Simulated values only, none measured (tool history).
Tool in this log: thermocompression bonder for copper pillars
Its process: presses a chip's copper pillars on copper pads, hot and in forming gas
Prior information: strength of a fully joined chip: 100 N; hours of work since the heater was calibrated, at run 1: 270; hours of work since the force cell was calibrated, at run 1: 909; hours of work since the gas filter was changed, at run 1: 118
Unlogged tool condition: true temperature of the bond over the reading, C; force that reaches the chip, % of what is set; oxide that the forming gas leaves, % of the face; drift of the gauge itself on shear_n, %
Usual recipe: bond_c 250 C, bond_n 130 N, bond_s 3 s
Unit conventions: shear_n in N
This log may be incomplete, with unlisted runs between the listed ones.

run	hour	bond_c	bond_n	bond_s	hours of work since the heater was calibrated	hours of work since the force cell was calibrated	hours of work since the gas filter was changed	shear_n
1	0.0	250	130	3	270	909	118	61.1
# hour 9.8: forming gas filter changed
2	46.6	250	130	3	294	933	19	67.7
# hour 82.6: force cell calibrated
3	108.8	250	122	3	326	14	51	63.0
4	171.7	250	122	3	359	47	84	60.7
# hour 244.7: forming gas filter changed
5	246.1	250	122	3	398	86	1	66.7
6	289.1	234	122	3	420	108	23	52.5
7	363.8	234	183	6	460	147	63	73.4
8	465.2	234	183	6	513	201	116	69.6
# hour 484.2: forming gas filter changed
9	525.0	234	183	6	544	232	21	78.6
10	601.6	246	137	7	584	272	62	78.6
11	663.1	250	164	5	616	304	94	79.0
# hour 677.5: heater calibrated with a thermocouple chip
# hour 719.6: forming gas filter changed
12	719.6	250	164	5	22	333	0	80.3

5 options for the next run, each taken on its own from the tool as it stands now. Forecast them:
A	780.3	253	109	5	54	364	32	?
B	780.3	261	103	4	54	364	32	?
C	780.3	254	130	3	54	364	32	?
D	780.3	236	130	3	54	364	32	?
E	780.3	259	130	3	54	364	32	?

run	shear_n
A	69.0
B	70.1
C	66.3
D	51.1
E	70.3
With the hidden condition removed and each run's random variation left untouched, the same runs would have given:
run	shear_n
A	68.7
B	69.9
C	65.8
D	50.2
E	70.0

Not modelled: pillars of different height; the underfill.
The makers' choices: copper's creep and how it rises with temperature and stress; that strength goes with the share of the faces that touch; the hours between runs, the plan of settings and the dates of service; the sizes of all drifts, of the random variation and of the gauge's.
